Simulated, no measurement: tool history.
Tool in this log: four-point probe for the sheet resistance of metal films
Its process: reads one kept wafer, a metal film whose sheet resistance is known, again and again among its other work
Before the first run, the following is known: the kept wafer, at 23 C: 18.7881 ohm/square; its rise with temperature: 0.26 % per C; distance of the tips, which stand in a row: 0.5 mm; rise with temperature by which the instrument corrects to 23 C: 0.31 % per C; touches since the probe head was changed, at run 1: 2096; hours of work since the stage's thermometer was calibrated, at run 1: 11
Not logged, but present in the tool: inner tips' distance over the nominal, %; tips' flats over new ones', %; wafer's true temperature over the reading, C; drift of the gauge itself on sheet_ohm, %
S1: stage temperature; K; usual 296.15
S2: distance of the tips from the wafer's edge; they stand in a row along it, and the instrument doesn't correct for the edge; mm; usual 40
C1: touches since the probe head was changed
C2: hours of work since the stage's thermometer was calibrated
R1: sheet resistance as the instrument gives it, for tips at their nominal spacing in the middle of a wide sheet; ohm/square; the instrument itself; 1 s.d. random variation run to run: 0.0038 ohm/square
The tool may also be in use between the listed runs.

{"run": 1, "hour": 0.0, "S1": 296.15, "S2": 40, "C1": 2096, "C2": 11, "R1": 18.83802}
{"run": 2, "hour": 18.2, "S1": 296.15, "S2": 6, "C1": 2369, "C2": 18, "R1": 18.907389}
{"run": 3, "hour": 37.4, "S1": 296.15, "S2": 6, "C1": 2656, "C2": 26, "R1": 18.897766}
{"run": 4, "hour": 53.0, "S1": 296.15, "S2": 6, "C1": 2891, "C2": 33, "R1": 18.901996}
{"run": 5, "hour": 68.9, "S1": 296.15, "S2": 9, "C1": 3129, "C2": 39, "R1": 18.863799}
{"run": 6, "hour": 84.9, "S1": 296.15, "S2": 9, "C1": 3369, "C2": 46, "R1": 18.854304}
{"run": 7, "hour": 96.0, "S1": 294.15, "S2": 40, "C1": 3535, "C2": 50, "R1": 18.850372}
{"run": 8, "hour": 107.9, "S1": 294.15, "S2": 40, "C1": 3712, "C2": 55, "R1": 18.853946}
{"run": 9, "hour": 121.8, "S1": 294.15, "S2": 4, "C1": 3921, "C2": 61, "R1": 19.007323}
{"run": 10, "hour": 144.6, "S1": 294.15, "S2": 4, "C1": 4263, "C2": 70, "R1": 19.008611}
{"run": 11, "hour": 167.7, "S1": 294.15, "S2": 4, "C1": 4608, "C2": 79, "R1": 19.003815}
{"run": 12, "hour": 191.7, "S1": 296.15, "S2": 40, "C1": 4968, "C2": 89, "R1": 18.826491}
{"hour": 194.0, "done": "stage's thermometer calibrated"}
{"run": 13, "hour": 212.4, "S1": 296.15, "S2": 5, "C1": 5270, "C2": 7, "R1": 18.927237}
{"run": 14, "hour": 227.0, "S1": 296.15, "S2": 5, "C1": 5490, "C2": 13, "R1": 18.921664}
{"run": 15, "hour": 249.8, "S1": 296.15, "S2": 40, "C1": 5832, "C2": 23, "R1": 18.827607}
{"run": 16, "hour": 272.3, "S1": 305.15, "S2": 42, "C1": 6168, "C2": 32, "R1": 18.746289}
{"run": 17, "hour": 283.8, "S1": 305.15, "S2": 3, "C1": 6341, "C2": 36, "R1": 19.018363}
{"run": 18, "hour": 306.5, "S1": 305.15, "S2": 3, "C1": 6680, "C2": 46, "R1": 19.018552}
{"run": 19, "hour": 327.5, "S1": 305.15, "S2": 3, "C1": 6995, "C2": 54, "R1": 19.01556}
{"run": 20, "hour": 340.8, "S1": 291.15, "S2": 3, "C1": 7194, "C2": 60, "R1": 19.147611}
{"hour": 353.6, "done": "stage's thermometer calibrated, once more"}
{"run": 21, "hour": 359.0, "S1": 306.15, "S2": 10, "C1": 7459, "C2": 2, "R1": 18.752926}
{"run": 22, "hour": 378.2, "S1": 307.15, "S2": 5, "C1": 7748, "C2": 10, "R1": 18.821105}
{"run": 23, "hour": 403.0, "S1": 307.15, "S2": 5, "C1": 8119, "C2": 20, "R1": 18.819404}
{"run": 24, "hour": 423.1, "S1": 296.15, "S2": 5, "C1": 8420, "C2": 28, "R1": 18.920107}
{"run": 25, "hour": 442.6, "S1": 296.15, "S2": 5, "C1": 8712, "C2": 36, "R1": 18.92266}
{"run": 26, "hour": 465.6, "S1": 306.15, "S2": 40, "C1": 9057, "C2": 46, "R1": 18.723722}
{"run": 27, "hour": 477.4, "S1": 306.15, "S2": 40, "C1": 9233, "C2": 50, "R1": 18.72996}
{"run": 28, "hour": 488.6, "S1": 306.15, "S2": 40, "C1": 9402, "C2": 55, "R1": 18.730345}
{"run": 29, "hour": 503.9, "S1": 306.15, "S2": 40, "C1": 9631, "C2": 61, "R1": 18.726875}
{"run": 30, "hour": 519.2, "S1": 296.15, "S2": 5, "C1": 9861, "C2": 67, "R1": 18.914244}

Entry by entry between the runs, the difference in hidden state between the last listed run before and the first listed run after:
From run 12 to run 13: stage's thermometer calibrated (hour 194.0)
  inner tips' distance over the nominal, %: 0.18 -> 0.176
  the result without the hidden state subtracted from the measured one, R1: +0.037250 -> +0.036707 ohm/square
From run 20 to run 21: stage's thermometer calibrated, once more (hour 353.6)
  inner tips' distance over the nominal, %: 0.152 -> 0.148; wafer's true temperature over the reading, C: 0 -> 0.06
  the result without the hidden state subtracted from the measured one, R1: +0.031228 -> +0.032734 ohm/square
